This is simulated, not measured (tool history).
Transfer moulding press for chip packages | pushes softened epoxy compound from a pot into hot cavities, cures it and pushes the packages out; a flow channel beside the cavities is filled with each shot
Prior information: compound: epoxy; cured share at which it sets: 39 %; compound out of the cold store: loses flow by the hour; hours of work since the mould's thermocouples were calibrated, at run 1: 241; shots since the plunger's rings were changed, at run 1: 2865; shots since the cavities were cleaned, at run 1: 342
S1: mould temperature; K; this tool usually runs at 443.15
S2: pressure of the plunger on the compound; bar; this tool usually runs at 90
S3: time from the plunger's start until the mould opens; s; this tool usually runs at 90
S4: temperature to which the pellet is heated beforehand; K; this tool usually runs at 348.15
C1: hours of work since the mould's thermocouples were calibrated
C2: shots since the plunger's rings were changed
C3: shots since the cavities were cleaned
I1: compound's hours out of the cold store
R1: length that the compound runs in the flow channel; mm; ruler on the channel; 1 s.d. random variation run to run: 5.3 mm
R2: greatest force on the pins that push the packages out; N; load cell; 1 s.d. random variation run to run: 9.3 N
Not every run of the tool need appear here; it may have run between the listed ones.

run    hour      S1     S2   S3      S4   C1    C2   C3    I1   R1   R2
  1       0  443.15     90   90  348.15  241  2865  342  15.3  537  533
       25.7  -- cavities cleaned with cleaning compound and waxed
  2    53.8  443.15     90   90  348.15  264  3369  270  40.2  491  678
       86.3  -- cavities cleaned with cleaning compound and waxed
  3    98.5  443.15     90   90  348.15  283  3785  117  12.6  535  494
      145.1  -- cavities cleaned with cleaning compound and waxed
  4   164.7  443.15   91.8   90  348.15  311  4408  189  23.1  526  477
        206  -- cavities cleaned with cleaning compound and waxed
  5   251.5  443.15   91.8   90  348.15  349  5230  439    26  507  568
        259  -- mould's thermocouples calibrated
      267.3  -- cavities cleaned with cleaning compound and waxed
  6   316.6  440.15   91.8   90  348.15   25  5823  475    42  478  632
      328.8  -- cavities cleaned with cleaning compound and waxed
        386  -- cavities cleaned with cleaning compound and waxed
  7   393.8  440.15   91.8   90  348.15   57  6537   75  19.5  526  521
      406.3  -- cavities cleaned with cleaning compound and waxed, once more
      408.8  -- plunger's sealing rings changed
  8   461.3  440.15   91.8  116  348.15   85   506  506  14.5  573  544
      469.9  -- cavities cleaned with cleaning compound and waxed
  9   524.2  440.15   91.8  116  348.15  113  1097  523    48  506  567
      533.8  -- cavities cleaned with cleaning compound and waxed
 10   571.3  450.15     90   90  348.15  133  1535  361  47.1  475  495
        592  -- cavities cleaned with cleaning compound and waxed
      649.4  -- cavities cleaned with cleaning compound and waxed
 11     651  451.15     84   91  349.15  166  2274   15  20.7  497  403
        707  -- cavities cleaned with cleaning compound and waxed
 12   713.4  444.15   99.1  101  339.15  193  2860   61  27.1  536  411
      767.2  -- cavities cleaned with cleaning compound and waxed
 13   769.7  444.15   99.1   76  343.15  217  3388   24  36.8  514  483
 14   819.5  450.15  101.5  120  353.15  239  3868  504  30.7  517  545
      827.4  -- cavities cleaned with cleaning compound and waxed
 15     876  450.15  101.5  120  353.15  264  4398  468   8.7  556  535
      884.9  -- cavities cleaned with cleaning compound and waxed
 16   932.6  443.15   85.2   90  349.15  288  4928  460  32.9  477  578
      948.9  -- cavities cleaned with cleaning compound and waxed
     1007.2  -- cavities cleaned with cleaning compound and waxed
 17  1012.4  445.15   85.2   90  349.15  322  5667   49  36.9  469  421

Each row is a separate what-if for the run after 17, all from the same tool condition, not one after another. Results?
     1069.3  -- cavities cleaned with cleaning compound and waxed
     1083.4  -- mould's thermocouples calibrated
  A  1094.3  443.15   95.2  77  348.15   5  6422  221  26.2   ?   ?
     1069.3  -- cavities cleaned with cleaning compound and waxed
     1083.4  -- mould's thermocouples calibrated
  B  1094.3  445.15   85.2  90  348.15   5  6422  221  13.9   ?   ?
     1069.3  -- cavities cleaned with cleaning compound and waxed
     1083.4  -- mould's thermocouples calibrated
  C  1094.3  443.15  107.5  90  349.15   5  6422  221  30.1   ?   ?

run   R1   R2
  A  512  634
  B  498  484
  C  534  501
With no hidden state in the tool, these same runs would have given:
run   R1   R2
  A  552  522
  B  537  394
  C  576  409
